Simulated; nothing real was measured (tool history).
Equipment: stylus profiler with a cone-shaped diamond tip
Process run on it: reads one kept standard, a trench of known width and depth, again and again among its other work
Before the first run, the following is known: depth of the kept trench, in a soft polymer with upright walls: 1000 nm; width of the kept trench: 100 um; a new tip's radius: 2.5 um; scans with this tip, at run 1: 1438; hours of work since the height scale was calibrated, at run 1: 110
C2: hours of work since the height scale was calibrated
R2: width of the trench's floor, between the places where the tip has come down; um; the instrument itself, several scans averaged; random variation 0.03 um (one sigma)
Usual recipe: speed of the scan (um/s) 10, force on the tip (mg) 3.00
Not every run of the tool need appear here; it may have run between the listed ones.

Run 1, day 0.000: usual settings; scans with this tip 1438; C2 110. Result: depth of the trench (nm) 1019.28, R2 95.97 um.
Run 2, day 0.662: usual settings but speed of the scan (um/s) 5; scans with this tip 1560; C2 119. Result: depth of the trench (nm) 1018.16, R2 96.01 um.
Run 3, day 1.075: usual settings but force on the tip (mg) 5.80; scans with this tip 1637; C2 125. Result: depth of the trench (nm) 1028.96, R2 96.01 um.
Run 4, day 1.588: usual settings but force on the tip (mg) 5.80; scans with this tip 1731; C2 132. Result: depth of the trench (nm) 1028.66, R2 95.96 um.
Run 5, day 2.233: usual settings but force on the tip (mg) 5.80; scans with this tip 1850; C2 142. Result: depth of the trench (nm) 1029.31, R2 95.91 um.
Run 6, day 2.829: usual settings but speed of the scan (um/s) 2; scans with this tip 1960; C2 150. Result: depth of the trench (nm) 1018.87, R2 95.95 um.
Run 7, day 3.400: usual settings but speed of the scan (um/s) 15; scans with this tip 2066; C2 158. Result: depth of the trench (nm) 1018.85, R2 95.96 um.
Run 8, day 3.938: usual settings but speed of the scan (um/s) 15; scans with this tip 2165; C2 166. Result: depth of the trench (nm) 1018.91, R2 95.98 um.
Run 9, day 4.554: usual settings; scans with this tip 2279; C2 174. Result: depth of the trench (nm) 1018.66, R2 95.97 um.
Run 10, day 5.188: usual settings; scans with this tip 2395; C2 183. Result: depth of the trench (nm) 1019.03, R2 95.97 um.
Run 11, day 5.846: usual settings; scans with this tip 2517; C2 193. Result: depth of the trench (nm) 1018.79, R2 96.01 um.
Run 12, day 6.421: usual settings; scans with this tip 2623; C2 201. Result: depth of the trench (nm) 1018.37, R2 95.97 um.
Run 13, day 6.967: usual settings; scans with this tip 2724; C2 209. Result: depth of the trench (nm) 1018.65, R2 95.95 um.
Run 14, day 7.433: usual settings; scans with this tip 2810; C2 215. Result: depth of the trench (nm) 1018.49, R2 96.00 um.
Run 15, day 8.012: usual settings but force on the tip (mg) 1.47; scans with this tip 2917; C2 223. Result: depth of the trench (nm) 1012.03, R2 95.98 um.
Run 16, day 8.333: usual settings but speed of the scan (um/s) 2; scans with this tip 2976; C2 228. Result: depth of the trench (nm) 1018.43, R2 95.99 um.
Run 17, day 9.012: usual settings but speed of the scan (um/s) 5, force on the tip (mg) 1.05; scans with this tip 3101; C2 237. Result: depth of the trench (nm) 1009.15, R2 96.01 um.
Run 18, day 9.500: usual settings but speed of the scan (um/s) 5, force on the tip (mg) 1.05; scans with this tip 3191; C2 244. Result: depth of the trench (nm) 1009.18, R2 96.02 um.
Run 19, day 10.146: usual settings but speed of the scan (um/s) 13, force on the tip (mg) 2.44; scans with this tip 3310; C2 253. Result: depth of the trench (nm) 1016.04, R2 95.95 um.
Run 20, day 10.675: usual settings but speed of the scan (um/s) 9, force on the tip (mg) 5.31; scans with this tip 3408; C2 261. Result: depth of the trench (nm) 1027.38, R2 95.94 um.
Run 21, day 11.150: usual settings but speed of the scan (um/s) 9, force on the tip (mg) 5.31; scans with this tip 3495; C2 268. Result: depth of the trench (nm) 1027.55, R2 95.96 um.
Run 22, day 11.525: usual settings but speed of the scan (um/s) 9, force on the tip (mg) 5.31; scans with this tip 3565; C2 273. Result: depth of the trench (nm) 1027.22, R2 95.99 um.
Run 23, day 11.967: usual settings but speed of the scan (um/s) 9, force on the tip (mg) 5.31; scans with this tip 3646; C2 279. Result: depth of the trench (nm) 1027.30, R2 95.98 um.
Run 24, day 12.433: usual settings but speed of the scan (um/s) 9, force on the tip (mg) 5.31; scans with this tip 3732; C2 286. Result: depth of the trench (nm) 1027.40, R2 95.95 um.
Run 25, day 12.950: usual settings but speed of the scan (um/s) 23, force on the tip (mg) 3.34; scans with this tip 3828; C2 293. Result: depth of the trench (nm) 1020.43, R2 95.94 um.
Run 26, day 13.638: usual settings but speed of the scan (um/s) 3, force on the tip (mg) 6.31; scans with this tip 3955; C2 303. Result: depth of the trench (nm) 1030.30, R2 95.93 um.
Run 27, day 14.017: usual settings but speed of the scan (um/s) 31, force on the tip (mg) 2.51; scans with this tip 4025; C2 308. Result: depth of the trench (nm) 1016.95, R2 95.88 um.
Run 28, day 14.642: usual settings but speed of the scan (um/s) 31, force on the tip (mg) 2.51; scans with this tip 4140; C2 317. Result: depth of the trench (nm) 1016.44, R2 95.90 um.
Run 29, day 15.025: usual settings but speed of the scan (um/s) 31, force on the tip (mg) 2.51; scans with this tip 4211; C2 322. Result: depth of the trench (nm) 1016.45, R2 95.91 um.
Run 30, day 15.317: usual settings but speed of the scan (um/s) 31, force on the tip (mg) 2.51; scans with this tip 4265; C2 326. Result: depth of the trench (nm) 1016.45, R2 95.96 um.

Each row is a separate what-if for the run after 30, all from the same tool condition, not one after another. Results?
Run A, day 15.875: usual settings but speed of the scan (um/s) 22, force on the tip (mg) 1.85; scans with this tip 4368; C2 334. Result: depth of the trench (nm) ?, R2 ?.
Run B, day 15.875: usual settings but speed of the scan (um/s) 3, force on the tip (mg) 4.65; scans with this tip 4368; C2 334. Result: depth of the trench (nm) ?, R2 ?.
Run C, day 15.875: usual settings but speed of the scan (um/s) 5, force on the tip (mg) 2.53; scans with this tip 4368; C2 334. Result: depth of the trench (nm) ?, R2 ?.
Run D, day 15.875: usual settings but force on the tip (mg) 4.67; scans with this tip 4368; C2 334. Result: depth of the trench (nm) ?, R2 ?.
Run E, day 15.875: usual settings but speed of the scan (um/s) 16; scans with this tip 4368; C2 334. Result: depth of the trench (nm) ?, R2 ?.

run  depth of the trench (nm)     R2
  A                   1013.52  95.87
  B                   1024.86  96.01
  C                   1016.72  95.97
  D                   1024.88  96.02
  E                   1018.82  95.93
The same runs, with their run-to-run variation unchanged, on a tool lacking any hidden condition would have given:
run  depth of the trench (nm)     R2
  A                   1013.52  95.87
  B                   1024.86  96.01
  C                   1016.71  95.97
  D                   1024.87  96.03
  E                   1018.82  95.93
